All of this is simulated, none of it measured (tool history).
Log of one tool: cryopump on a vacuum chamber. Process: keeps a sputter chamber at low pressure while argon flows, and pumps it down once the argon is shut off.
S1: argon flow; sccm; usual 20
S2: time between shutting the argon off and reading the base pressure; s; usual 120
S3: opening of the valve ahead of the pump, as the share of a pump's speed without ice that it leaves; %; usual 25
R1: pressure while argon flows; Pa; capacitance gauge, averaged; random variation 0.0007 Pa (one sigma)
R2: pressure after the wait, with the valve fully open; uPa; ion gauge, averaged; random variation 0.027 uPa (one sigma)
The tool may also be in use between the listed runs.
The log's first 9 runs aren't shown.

run 10 hour=209 | S1=20 S2=32 S3=25 | R1=0.1245 R2=4.33
run 11 hour=239.4 | S1=20 S2=66 S3=25 | R1=0.124 R2=2.57
run 12 hour=270 | S1=20 S2=66 S3=25 | R1=0.1251 R2=2.55
run 13 hour=286.1 | S1=20 S2=66 S3=25 | R1=0.1255 R2=2.59
run 14 hour=308.7 | S1=20 S2=66 S3=25 | R1=0.1231 R2=2.53
run 15 hour=339.1 | S1=20 S2=66 S3=25 | R1=0.1253 R2=2.6
run 16 hour=358 | S1=20 S2=66 S3=25 | R1=0.1245 R2=2.58
run 17 hour=380.5 | S1=38 S2=120 S3=25 | R1=0.2358 R2=1.89
run 18 hour=396.5 | S1=10 S2=59 S3=29 | R1=0.053 R2=2.83
run 19 hour=420.7 | S1=37 S2=48 S3=50 | R1=0.1181 R2=3.24
run 20 hour=443.2 | S1=8 S2=68 S3=47 | R1=0.0272 R2=2.53
run 21 hour=470 | S1=8 S2=68 S3=47 | R1=0.0283 R2=2.56
run 22 hour=500.5 | S1=12 S2=150 S3=18 | R1=0.1036 R2=1.68
run 23 hour=531 | S1=31 S2=120 S3=39 | R1=0.1263 R2=1.89
run 24 hour=547.7 | S1=13 S2=112 S3=25 | R1=0.0804 R2=2.01
run 25 hour=564.1 | S1=28 S2=73 S3=29 | R1=0.1524 R2=2.51
run 26 hour=581.4 | S1=25 S2=122 S3=24 | R1=0.1628 R2=1.92
run 27 hour=594.3 | S1=20 S2=102 S3=15 | R1=0.2049 R2=2.14
run 28 hour=612.2 | S1=20 S2=100 S3=49 | R1=0.0655 R2=2.14
run 29 hour=636.6 | S1=14 S2=88 S3=38 | R1=0.0594 R2=2.29
run 30 hour=653.1 | S1=14 S2=88 S3=38 | R1=0.0591 R2=2.26
run 31 hour=671.9 | S1=34 S2=88 S3=38 | R1=0.1435 R2=2.38
run 32 hour=690.4 | S1=9 S2=234 S3=24 | R1=0.0594 R2=1.51
run 33 hour=710.5 | S1=9 S2=234 S3=24 | R1=0.0594 R2=1.51

4 ways to go on from here, each from the tool as it stands after run 33. What would each give?
run A hour=725.5 | S1=10 S2=234 S3=18 | R1=? R2=?
run B hour=725.5 | S1=20 S2=120 S3=22 | R1=? R2=?
run C hour=725.5 | S1=10 S2=21 S3=58 | R1=? R2=?
run D hour=725.5 | S1=9 S2=23 S3=27 | R1=? R2=?

run=A R1=0.087 R2=1.58
run=B R1=0.1433 R2=1.99
run=C R1=0.0284 R2=6.27
run=D R1=0.0538 R2=6.02
Without the tool's hidden state the same runs would have given:
run=A R1=0.0846 R2=0.77
run=B R1=0.1386 R2=1.19
run=C R1=0.026 R2=5.49
run=D R1=0.0517 R2=5.22
